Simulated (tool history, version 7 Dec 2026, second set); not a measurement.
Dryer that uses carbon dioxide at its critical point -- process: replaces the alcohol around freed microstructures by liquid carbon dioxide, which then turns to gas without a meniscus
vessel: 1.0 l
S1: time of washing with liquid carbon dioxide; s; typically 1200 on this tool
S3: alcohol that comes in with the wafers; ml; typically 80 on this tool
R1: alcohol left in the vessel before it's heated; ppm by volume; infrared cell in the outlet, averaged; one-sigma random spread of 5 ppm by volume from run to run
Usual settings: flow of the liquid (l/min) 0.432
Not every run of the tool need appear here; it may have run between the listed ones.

Run 1, hour 0.0: usual settings. Result: R1 55 ppm by volume.
Run 2, hour 5.3: usual settings. Result: R1 57 ppm by volume.
Run 3, hour 11.6: usual settings. Result: R1 52 ppm by volume.
Run 4, hour 21.0: usual settings. Result: R1 56 ppm by volume.
Run 5, hour 28.3: usual settings. Result: R1 48 ppm by volume.
Run 6, hour 37.9: usual settings but flow of the liquid (l/min) 0.733. Result: R1 39 ppm by volume.
Run 7, hour 43.9: usual settings but flow of the liquid (l/min) 0.733. Result: R1 33 ppm by volume.
Run 8, hour 49.0: usual settings but flow of the liquid (l/min) 0.733. Result: R1 25 ppm by volume.
Run 9, hour 54.6: usual settings. Result: R1 46 ppm by volume.
Run 10, hour 65.6: usual settings. Result: R1 62 ppm by volume.
Run 11, hour 74.2: usual settings. Result: R1 63 ppm by volume.
Run 12, hour 85.3: usual settings. Result: R1 54 ppm by volume.
Run 13, hour 92.3: usual settings but S1 1620 s. Result: R1 26 ppm by volume.
Run 14, hour 101.8: usual settings but S1 1620 s. Result: R1 37 ppm by volume.
Run 15, hour 113.0: usual settings but flow of the liquid (l/min) 0.291. Result: R1 375 ppm by volume.
Run 16, hour 119.9: usual settings. Result: R1 60 ppm by volume.
Run 17, hour 131.1: usual settings. Result: R1 59 ppm by volume.
Run 18, hour 137.8: usual settings. Result: R1 62 ppm by volume.
Run 19, hour 147.7: usual settings but S3 45 ml. Result: R1 55 ppm by volume.
Run 20, hour 154.9: usual settings but S3 45 ml. Result: R1 55 ppm by volume.
Run 21, hour 161.9: usual settings. Result: R1 64 ppm by volume.
Run 22, hour 168.5: usual settings. Result: R1 67 ppm by volume.
Run 23, hour 175.2: usual settings. Result: R1 73 ppm by volume.
Run 24, hour 186.5: usual settings. Result: R1 70 ppm by volume.
Run 25, hour 191.6: usual settings but flow of the liquid (l/min) 0.538, S3 89 ml. Result: R1 37 ppm by volume.
Run 26, hour 200.1: usual settings but flow of the liquid (l/min) 0.624, S3 89 ml. Result: R1 44 ppm by volume.
Run 27, hour 209.6: usual settings but flow of the liquid (l/min) 0.474, S3 48 ml. Result: R1 49 ppm by volume.
Run 28, hour 219.1: usual settings but flow of the liquid (l/min) 0.474, S3 48 ml. Result: R1 47 ppm by volume.
Run 29, hour 226.0: usual settings but flow of the liquid (l/min) 0.474, S3 39 ml. Result: R1 46 ppm by volume.
Run 30, hour 235.3: usual settings but S1 1080 s, flow of the liquid (l/min) 0.474, S3 32 ml. Result: R1 58 ppm by volume.
Run 31, hour 240.3: usual settings but S1 1080 s, flow of the liquid (l/min) 0.474, S3 32 ml. Result: R1 60 ppm by volume.
Run 32, hour 250.3: usual settings but S1 720 s, flow of the liquid (l/min) 0.474, S3 49 ml. Result: R1 335 ppm by volume.
Run 33, hour 259.0: usual settings but S1 720 s, flow of the liquid (l/min) 0.474, S3 49 ml. Result: R1 318 ppm by volume.
Run 34, hour 265.9: usual settings but S1 720 s. Result: R1 774 ppm by volume.
Run 35, hour 272.8: usual settings but S1 1080 s, flow of the liquid (l/min) 0.331, S3 35 ml. Result: R1 190 ppm by volume.
Run 36, hour 279.8: usual settings but S1 1440 s, flow of the liquid (l/min) 0.475. Result: R1 54 ppm by volume.
Run 37, hour 290.9: usual settings but S1 1440 s, flow of the liquid (l/min) 0.475. Result: R1 52 ppm by volume.
Run 38, hour 296.6: usual settings but S1 1680 s, flow of the liquid (l/min) 0.724, S3 108 ml. Result: R1 47 ppm by volume.
Run 39, hour 303.0: usual settings but S1 1680 s, flow of the liquid (l/min) 0.724, S3 21 ml. Result: R1 51 ppm by volume.
Run 40, hour 308.2: usual settings but S1 1680 s, flow of the liquid (l/min) 0.724, S3 21 ml. Result: R1 45 ppm by volume.
Run 41, hour 313.4: usual settings but S1 1680 s, flow of the liquid (l/min) 0.724, S3 21 ml. Result: R1 47 ppm by volume.
Run 42, hour 318.7: usual settings but S1 1680 s, flow of the liquid (l/min) 0.724, S3 21 ml. Result: R1 55 ppm by volume.
Run 43, hour 329.2: usual settings but S1 1680 s, flow of the liquid (l/min) 0.724, S3 21 ml. Result: R1 48 ppm by volume.
Run 44, hour 339.1: usual settings but S1 960 s, flow of the liquid (l/min) 0.402, S3 32 ml. Result: R1 151 ppm by volume.
Run 45, hour 345.5: usual settings but S1 960 s, flow of the liquid (l/min) 0.402, S3 32 ml. Result: R1 155 ppm by volume.
Run 46, hour 355.0: usual settings but S1 1320 s, flow of the liquid (l/min) 0.476, S3 91 ml. Result: R1 72 ppm by volume.
Run 47, hour 361.8: usual settings but flow of the liquid (l/min) 0.405. Result: R1 112 ppm by volume.

Alternative continuations, all from the tool just after run 47; predict every row:
Run A, hour 371.1: usual settings but S1 900 s, flow of the liquid (l/min) 0.630, S3 55 ml. Result: R1 ?.
Run B, hour 371.1: usual settings but S1 1380 s, flow of the liquid (l/min) 0.658, S3 76 ml. Result: R1 ?.
Run C, hour 371.1: usual settings but S3 88 ml. Result: R1 ?.
Run D, hour 371.1: usual settings but S1 1620 s, flow of the liquid (l/min) 0.405, S3 92 ml. Result: R1 ?.

run  R1
  A  69
  B  50
  C  93
  D  57
With no hidden state in the tool, these same runs would have given:
run  R1
  A  17
  B   4
  C  33
  D   7
